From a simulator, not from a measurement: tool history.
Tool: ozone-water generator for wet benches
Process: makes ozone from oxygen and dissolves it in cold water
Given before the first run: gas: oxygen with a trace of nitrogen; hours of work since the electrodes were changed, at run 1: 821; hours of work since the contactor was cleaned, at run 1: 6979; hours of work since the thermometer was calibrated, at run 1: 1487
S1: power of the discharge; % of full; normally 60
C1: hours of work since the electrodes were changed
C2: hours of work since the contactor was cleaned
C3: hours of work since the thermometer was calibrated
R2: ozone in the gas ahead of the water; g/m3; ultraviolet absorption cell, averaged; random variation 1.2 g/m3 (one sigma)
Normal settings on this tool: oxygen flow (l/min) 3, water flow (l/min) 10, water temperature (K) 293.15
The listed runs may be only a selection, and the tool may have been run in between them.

{"run": 1, "day": 0.0, "S1": 60, "oxygen flow (l/min)": 3, "water flow (l/min)": 10, "water temperature (K)": 293.15, "C1": 821, "C2": 6979, "C3": 1487, "dissolved ozone (ppm)": 25.4, "R2": 204.2}
{"run": 2, "day": 2.1, "S1": 60, "oxygen flow (l/min)": 3, "water flow (l/min)": 10, "water temperature (K)": 293.15, "C1": 868, "C2": 7026, "C3": 1534, "dissolved ozone (ppm)": 25.2, "R2": 203.4}
{"run": 3, "day": 3.329, "S1": 60, "oxygen flow (l/min)": 3, "water flow (l/min)": 10, "water temperature (K)": 293.15, "C1": 896, "C2": 7054, "C3": 1561, "dissolved ozone (ppm)": 25.4, "R2": 202.7}
{"run": 4, "day": 5.0, "S1": 60, "oxygen flow (l/min)": 3, "water flow (l/min)": 10, "water temperature (K)": 293.15, "C1": 933, "C2": 7091, "C3": 1599, "dissolved ozone (ppm)": 25.3, "R2": 204.1}
{"run": 5, "day": 7.129, "S1": 60, "oxygen flow (l/min)": 3, "water flow (l/min)": 10, "water temperature (K)": 293.15, "C1": 981, "C2": 7139, "C3": 1647, "dissolved ozone (ppm)": 25.4, "R2": 202.1}
{"run": 6, "day": 9.329, "S1": 60, "oxygen flow (l/min)": 3, "water flow (l/min)": 10, "water temperature (K)": 293.15, "C1": 1030, "C2": 7188, "C3": 1696, "dissolved ozone (ppm)": 25.4, "R2": 203.2}
{"run": 7, "day": 11.504, "S1": 60, "oxygen flow (l/min)": 3, "water flow (l/min)": 10, "water temperature (K)": 293.15, "C1": 1079, "C2": 7237, "C3": 1745, "dissolved ozone (ppm)": 25.2, "R2": 203.6}
{"run": 8, "day": 12.604, "S1": 60, "oxygen flow (l/min)": 3, "water flow (l/min)": 10, "water temperature (K)": 293.15, "C1": 1104, "C2": 7262, "C3": 1770, "dissolved ozone (ppm)": 25.4, "R2": 204.1}
{"run": 9, "day": 13.75, "S1": 60, "oxygen flow (l/min)": 3, "water flow (l/min)": 10, "water temperature (K)": 293.15, "C1": 1130, "C2": 7288, "C3": 1795, "dissolved ozone (ppm)": 25.2, "R2": 203.4}
{"run": 10, "day": 15.867, "S1": 60, "oxygen flow (l/min)": 3, "water flow (l/min)": 10, "water temperature (K)": 293.15, "C1": 1177, "C2": 7335, "C3": 1843, "dissolved ozone (ppm)": 25.2, "R2": 200.9}
{"run": 11, "day": 18.158, "S1": 60, "oxygen flow (l/min)": 3, "water flow (l/min)": 10, "water temperature (K)": 299.15, "C1": 1229, "C2": 7387, "C3": 1894, "dissolved ozone (ppm)": 22.7, "R2": 200.9}
{"run": 12, "day": 20.508, "S1": 60, "oxygen flow (l/min)": 3, "water flow (l/min)": 10, "water temperature (K)": 293.15, "C1": 1281, "C2": 7439, "C3": 1947, "dissolved ozone (ppm)": 25.3, "R2": 201.8}
{"run": 13, "day": 21.633, "S1": 60, "oxygen flow (l/min)": 3, "water flow (l/min)": 10, "water temperature (K)": 293.15, "C1": 1307, "C2": 7465, "C3": 1972, "dissolved ozone (ppm)": 25.3, "R2": 202.7}
{"run": 14, "day": 22.7, "S1": 80, "oxygen flow (l/min)": 2.78, "water flow (l/min)": 6, "water temperature (K)": 293.15, "C1": 1331, "C2": 7489, "C3": 1996, "dissolved ozone (ppm)": 42.4, "R2": 262.4}
{"run": 15, "day": 24.912, "S1": 80, "oxygen flow (l/min)": 2.78, "water flow (l/min)": 6, "water temperature (K)": 293.15, "C1": 1380, "C2": 7538, "C3": 2046, "dissolved ozone (ppm)": 42.7, "R2": 262.9}
{"run": 16, "day": 26.55, "S1": 40, "oxygen flow (l/min)": 1.99, "water flow (l/min)": 6, "water temperature (K)": 293.15, "C1": 1417, "C2": 7575, "C3": 2083, "dissolved ozone (ppm)": 24.3, "R2": 170.1}
{"run": 17, "day": 27.704, "S1": 40, "oxygen flow (l/min)": 1.99, "water flow (l/min)": 6, "water temperature (K)": 293.15, "C1": 1443, "C2": 7601, "C3": 2109, "dissolved ozone (ppm)": 24.3, "R2": 171.6}
{"run": 18, "day": 29.392, "S1": 60, "oxygen flow (l/min)": 3.38, "water flow (l/min)": 10, "water temperature (K)": 293.15, "C1": 1481, "C2": 7639, "C3": 2147, "dissolved ozone (ppm)": 25.3, "R2": 192.6}
{"run": 19, "day": 30.983, "S1": 60, "oxygen flow (l/min)": 3.38, "water flow (l/min)": 10, "water temperature (K)": 293.15, "C1": 1517, "C2": 7675, "C3": 2182, "dissolved ozone (ppm)": 25.2, "R2": 194}
{"run": 20, "day": 33.4, "S1": 60, "oxygen flow (l/min)": 2.94, "water flow (l/min)": 10, "water temperature (K)": 291.15, "C1": 1571, "C2": 7729, "C3": 2236, "dissolved ozone (ppm)": 25.6, "R2": 204.1}
{"run": 21, "day": 34.475, "S1": 60, "oxygen flow (l/min)": 2.94, "water flow (l/min)": 10, "water temperature (K)": 291.15, "C1": 1595, "C2": 7753, "C3": 2261, "dissolved ozone (ppm)": 25.7, "R2": 203.5}
{"run": 22, "day": 36.242, "S1": 60, "oxygen flow (l/min)": 2.94, "water flow (l/min)": 10, "water temperature (K)": 291.15, "C1": 1635, "C2": 7793, "C3": 2300, "dissolved ozone (ppm)": 25.7, "R2": 200.6}
{"run": 23, "day": 38.129, "S1": 72, "oxygen flow (l/min)": 3, "water flow (l/min)": 9, "water temperature (K)": 293.15, "C1": 1677, "C2": 7835, "C3": 2343, "dissolved ozone (ppm)": 31, "R2": 232.2}
{"run": 24, "day": 39.204, "S1": 71, "oxygen flow (l/min)": 4.95, "water flow (l/min)": 13, "water temperature (K)": 298.15, "C1": 1701, "C2": 7859, "C3": 2367, "dissolved ozone (ppm)": 22.7, "R2": 187.9}
{"run": 25, "day": 40.938, "S1": 80, "oxygen flow (l/min)": 4.95, "water flow (l/min)": 13, "water temperature (K)": 298.15, "C1": 1740, "C2": 7898, "C3": 2406, "dissolved ozone (ppm)": 25.2, "R2": 209.6}
{"run": 26, "day": 42.325, "S1": 60, "oxygen flow (l/min)": 3, "water flow (l/min)": 11, "water temperature (K)": 290.15, "C1": 1771, "C2": 7929, "C3": 2437, "dissolved ozone (ppm)": 24.4, "R2": 199.1}

Alternative continuations, all from the tool just after run 26; predict every row:
{"run": "A", "day": 43.838, "S1": 41, "oxygen flow (l/min)": 2.11, "water flow (l/min)": 11, "water temperature (K)": 290.15, "C1": 1805, "C2": 7963, "C3": 2471, "dissolved ozone (ppm)": "?", "R2": "?"}
{"run": "B", "day": 43.838, "S1": 60, "oxygen flow (l/min)": 2.51, "water flow (l/min)": 7, "water temperature (K)": 301.15, "C1": 1805, "C2": 7963, "C3": 2471, "dissolved ozone (ppm)": "?", "R2": "?"}
{"run": "C", "day": 43.838, "S1": 60, "oxygen flow (l/min)": 3, "water flow (l/min)": 11, "water temperature (K)": 291.15, "C1": 1805, "C2": 7963, "C3": 2471, "dissolved ozone (ppm)": "?", "R2": "?"}
{"run": "D", "day": 43.838, "S1": 60, "oxygen flow (l/min)": 2.79, "water flow (l/min)": 7, "water temperature (K)": 290.15, "C1": 1805, "C2": 7963, "C3": 2471, "dissolved ozone (ppm)": "?", "R2": "?"}

run=A dissolved_ozone_(ppm)=16.9 R2=169
run=B dissolved_ozone_(ppm)=26.8 R2=212.9
run=C dissolved_ozone_(ppm)=23.9 R2=200.8
run=D dissolved_ozone_(ppm)=32.6 R2=207.1
Without the tool's unlogged condition, the same runs would have read:
run=A dissolved_ozone_(ppm)=18 R2=173.1
run=B dissolved_ozone_(ppm)=28.7 R2=220.8
run=C dissolved_ozone_(ppm)=25.9 R2=208.3
run=D dissolved_ozone_(ppm)=34.9 R2=214.9
